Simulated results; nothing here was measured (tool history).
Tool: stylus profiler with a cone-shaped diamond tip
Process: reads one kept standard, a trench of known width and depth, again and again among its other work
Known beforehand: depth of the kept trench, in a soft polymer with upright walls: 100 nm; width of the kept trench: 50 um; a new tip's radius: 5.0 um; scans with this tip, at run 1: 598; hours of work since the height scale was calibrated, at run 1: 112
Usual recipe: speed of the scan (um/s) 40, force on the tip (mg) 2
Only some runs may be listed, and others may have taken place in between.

run	hour	speed of the scan (um/s)	force on the tip (mg)	scans with this tip	hours of work since the height scale was calibrated	depth of the trench (nm)	width of the trench's floor (um)
1	0	40	2	598	112	101.01	47.64
2	23.4	40	3.77	696	131	101.44	47.75
3	42.8	40	3.77	777	146	101.46	47.72
4	67.1	40	3.77	878	165	101.46	47.69
5	90.3	40	2	974	183	100.91	47.64
6	116.1	40	2	1082	203	101	47.61
7	142.1	40	2	1190	223	100.92	47.64
8	160.3	14	2	1266	238	100.95	47.74
9	180.3	14	2	1349	253	100.95	47.79
10	202.3	14	2	1441	270	100.94	47.75
11	226.3	14	4.72	1541	289	101.65	47.79
12	256.7	14	4.72	1668	313	101.68	47.78
13	281.8	54	4.72	1773	333	101.64	47.56
14	308.2	54	4.72	1882	353	101.7	47.51
15	341.5	131	2	2021	379	100.91	46.87
16	361.2	131	2	2103	395	100.93	46.9
17	387.6	131	2	2213	415	100.84	46.83
18	407.2	131	2	2295	431	100.89	46.85
19	426	68	2	2373	445	100.83	47.22
20	440.2	24	2	2432	456	100.83	47.58
21	455.7	24	2	2497	469	100.84	47.59
22	487.6	24	2	2630	494	100.84	47.55
23	504.9	24	2	2702	507	100.83	47.57
24	534.3	56	1.05	2824	530	100.49	47.17
25	568.2	56	1.11	2966	557	100.46	47.2
26	594.3	56	1.11	3075	577	100.52	47.14
27	614.1	56	1.11	3157	592	100.47	47.13
28	647.6	56	1.11	3297	619	100.5	47.08
29	675.9	67	2.15	3415	641	100.85	47.21
30	691.6	131	0.89	3480	653	100.37	46.22
31	710.4	73	1.25	3558	668	100.53	47.02
32	728	73	1.25	3632	682	100.48	47.02
33	758.7	73	1.25	3760	706	100.54	46.96
34	781.4	73	1.25	3854	723	100.48	46.94
35	801	27	4.1	3936	739	101.37	47.48
36	832	40	2.09	4065	763	100.77	47.34
37	847.6	95	1.17	4130	775	100.44	46.73
38	864.9	95	1.17	4202	789	100.46	46.72
39	886.9	97	4.32	4294	806	101.42	47.1
# hour 903.2: height scale calibrated on a step standard
40	915.9	97	4.32	4412	10	101.73	47.14
41	935	97	4.32	4492	25	101.66	47.08
42	968.3	104	2.62	4631	51	101.19	46.89
43	997.2	104	2.62	4751	74	101.26	46.85
44	1023.7	18	3.55	4861	94	101.48	47.4
45	1057.4	36	3.99	5002	121	101.62	47.3
46	1090.7	68	1.24	5141	147	100.73	46.88

Alternative continuations, all from the tool just after run 46; predict every row:
A	1124.5	99	2.73	5281	173	?	?
B	1124.5	22	2	5281	173	?	?
C	1124.5	75	0.75	5281	173	?	?
D	1124.5	21	2.43	5281	173	?	?

run	depth of the trench (nm)	width of the trench's floor (um)
A	101.15	46.88
B	100.96	47.35
C	100.5	46.67
D	101.11	47.33
With no hidden state in the tool, these same runs would have given:
run	depth of the trench (nm)	width of the trench's floor (um)
A	101.19	47.44
B	101	47.9
C	100.54	47.23
D	101.15	47.89
